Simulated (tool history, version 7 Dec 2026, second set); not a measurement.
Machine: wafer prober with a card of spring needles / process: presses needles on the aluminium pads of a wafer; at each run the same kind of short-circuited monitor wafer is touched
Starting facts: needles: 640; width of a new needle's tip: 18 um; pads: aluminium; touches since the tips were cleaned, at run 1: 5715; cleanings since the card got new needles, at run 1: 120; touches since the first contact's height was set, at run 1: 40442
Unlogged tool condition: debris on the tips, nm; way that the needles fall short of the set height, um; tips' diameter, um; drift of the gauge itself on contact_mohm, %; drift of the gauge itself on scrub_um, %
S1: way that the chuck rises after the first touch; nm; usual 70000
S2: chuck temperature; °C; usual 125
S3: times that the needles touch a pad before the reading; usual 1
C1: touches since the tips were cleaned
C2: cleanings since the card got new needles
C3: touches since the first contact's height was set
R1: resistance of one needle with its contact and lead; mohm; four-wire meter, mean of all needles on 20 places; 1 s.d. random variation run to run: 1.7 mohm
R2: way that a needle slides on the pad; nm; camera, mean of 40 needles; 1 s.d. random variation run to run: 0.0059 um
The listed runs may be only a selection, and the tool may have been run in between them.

run   hour     S1   S2  S3    C1   C2     C3   R1     R2
  1    0.0  70000  125   1  5715  120  40442  229   8513
       2.8  -- tips cleaned on abrasive film
      13.6  -- tips cleaned on abrasive film
      26.8  -- tips cleaned on abrasive film
      40.4  -- tips cleaned on abrasive film
      40.7  -- height of the first contact set anew
  2   50.5  70000  125   1  6333  124   6333  237   8547
      53.3  -- tips cleaned on abrasive film
      64.1  -- tips cleaned on abrasive film
      77.5  -- tips cleaned on abrasive film
      90.7  -- tips cleaned on abrasive film
  3   97.6  70000   35   1  4479  128  36560  221   8516
     103.1  -- tips cleaned on abrasive film
     116.6  -- tips cleaned on abrasive film
     130.0  -- tips cleaned on abrasive film
  4  138.7  70000   35   1  5655  131  62942  223   8497
     141.5  -- tips cleaned on abrasive film
     144.5  -- height of the first contact set anew
     154.7  -- tips cleaned on abrasive film
     168.0  -- tips cleaned on abrasive film
     180.9  -- tips cleaned on abrasive film
  5  190.6  88000  125   1  6250  135  29575  211  10718
     193.3  -- tips cleaned on abrasive film
     206.8  -- tips cleaned on abrasive film
     219.3  -- tips cleaned on abrasive film
  6  219.3  88000  125   1     0  138  47965  175  10710
     232.2  -- tips cleaned on abrasive film
     245.8  -- tips cleaned on abrasive film
     248.0  -- height of the first contact set anew
  7  248.0  67000  125   1  1261  140      0  202   8165
     258.7  -- tips cleaned on abrasive film
     272.2  -- tips cleaned on abrasive film
     285.7  -- tips cleaned on abrasive film
  8  289.9  67000  125   1  2703  143  26888  220   8152
     298.1  -- tips cleaned on abrasive film
     311.5  -- tips cleaned on abrasive film
     324.4  -- tips cleaned on abrasive film
  9  324.4  60000  125   1     0  146  48975  188   7283
     337.9  -- tips cleaned on abrasive film
     351.4  -- tips cleaned on abrasive film
     351.7  -- height of the first contact set anew
     365.3  -- tips cleaned on abrasive film
 10  372.4  60000  125   1  4615  149  13297  254   7317
     377.6  -- tips cleaned on abrasive film
     391.1  -- tips cleaned on abrasive film
     404.0  -- tips cleaned on abrasive film
 11  407.8  60000  125   1  2486  152  35995  229   7287
     415.9  -- tips cleaned on abrasive film
     426.8  -- tips cleaned on abrasive film
     440.3  -- tips cleaned on abrasive film
 12  446.6  60000  125   1  4078  155  60887  250   7265
     452.1  -- tips cleaned on abrasive film
     455.1  -- height of the first contact set anew
     463.2  -- tips cleaned on abrasive film
     474.1  -- tips cleaned on abrasive film
 13  476.6  60000  125   1  1628  158  13783  225   7299
     487.1  -- tips cleaned on abrasive film
     500.4  -- tips cleaned on abrasive film
 14  510.6  60000  121   1  6629  160  35637  269   7301
     513.4  -- tips cleaned on abrasive film
     526.6  -- tips cleaned on abrasive film
     540.1  -- tips cleaned on abrasive film
 15  543.9  55000   92   2  2442  163  56959  220   6672
     552.1  -- tips cleaned on abrasive film
     560.3  -- height of the first contact set anew
     565.8  -- tips cleaned on abrasive film
 16  574.0  73000   28   2  5343  165   8815  200   8894
     576.8  -- tips cleaned on abrasive film
     590.2  -- tips cleaned on abrasive film
     603.7  -- tips cleaned on abrasive film
 17  608.7  73000   28   2  3235  168  31039  187   8876
     616.5  -- tips cleaned on abrasive film
     630.0  -- tips cleaned on abrasive film
     643.6  -- tips cleaned on abrasive film
     656.9  -- tips cleaned on abrasive film
     664.1  -- height of the first contact set anew
 18  664.1  86000   56   1  4449  172      0  203  10492
     669.5  -- tips cleaned on abrasive film
     682.9  -- tips cleaned on abrasive film
     696.2  -- tips cleaned on abrasive film
     707.2  -- tips cleaned on abrasive film
 19  707.2  65000   29   1     0  176  27598  173   7902
     720.5  -- tips cleaned on abrasive film
     731.3  -- tips cleaned on abrasive film
 20  740.4  65000   77   3  5883  178  48957  202   7888
     743.2  -- tips cleaned on abrasive film
     754.0  -- tips cleaned on abrasive film
     767.2  -- tips cleaned on abrasive film
     767.5  -- height of the first contact set anew
     778.6  -- tips cleaned on abrasive film
 21  778.6  65000   77   3     0  182   7093  174   7916
     791.9  -- tips cleaned on abrasive film
     804.6  -- tips cleaned on abrasive film
 22  804.6  53000   48   3     0  184  23787  174   6441
     815.5  -- tips cleaned on abrasive film
     829.0  -- tips cleaned on abrasive film
     839.8  -- tips cleaned on abrasive film
     853.4  -- tips cleaned on abrasive film
 23  859.6  53000   48   3  4042  188  59083  204   6416
     865.1  -- tips cleaned on abrasive film
     873.4  -- height of the first contact set anew
     878.9  -- tips cleaned on abrasive film
     892.2  -- tips cleaned on abrasive film
     905.4  -- tips cleaned on abrasive film
 24  910.4  79000  104   2  3228  192  23684  197   9621
     918.5  -- tips cleaned on abrasive film
     931.6  -- tips cleaned on abrasive film
     942.4  -- tips cleaned on abrasive film
 25  943.3  67000   33   1   544  195  44742  182   8137
     954.0  -- tips cleaned on abrasive film
     967.3  -- tips cleaned on abrasive film
     978.2  -- height of the first contact set anew
     981.0  -- tips cleaned on abrasive film
 26  985.4  62000   33   1  2816  198   4552  235   7542

Alternative continuations, all from the tool just after run 26; predict every row:
      993.5  -- tips cleaned on abrasive film
     1007.0  -- tips cleaned on abrasive film
  A  1015.5  50000   47   1  5502  200  23883   ?   ?
      993.5  -- tips cleaned on abrasive film
     1007.0  -- tips cleaned on abrasive film
  B  1015.5  81000   37   1  5502  200  23883   ?   ?
      993.5  -- tips cleaned on abrasive film
     1007.0  -- tips cleaned on abrasive film
  C  1015.5  62000   29   1  5502  200  23883   ?   ?
      993.5  -- tips cleaned on abrasive film
     1007.0  -- tips cleaned on abrasive film
  D  1015.5  73000  121   1  5502  200  23883   ?   ?
      993.5  -- tips cleaned on abrasive film
     1007.0  -- tips cleaned on abrasive film
  E  1015.5  70000   70   1  5502  200  23883   ?   ?

run   R1    R2
  A  298  6086
  B  214  9863
  C  255  7555
  D  233  8881
  E  237  8507
With no hidden state in the tool, these same runs would have given:
run   R1    R2
  A  166  6104
  B  157  9880
  C  161  7573
  D  173  8899
  E  167  8525
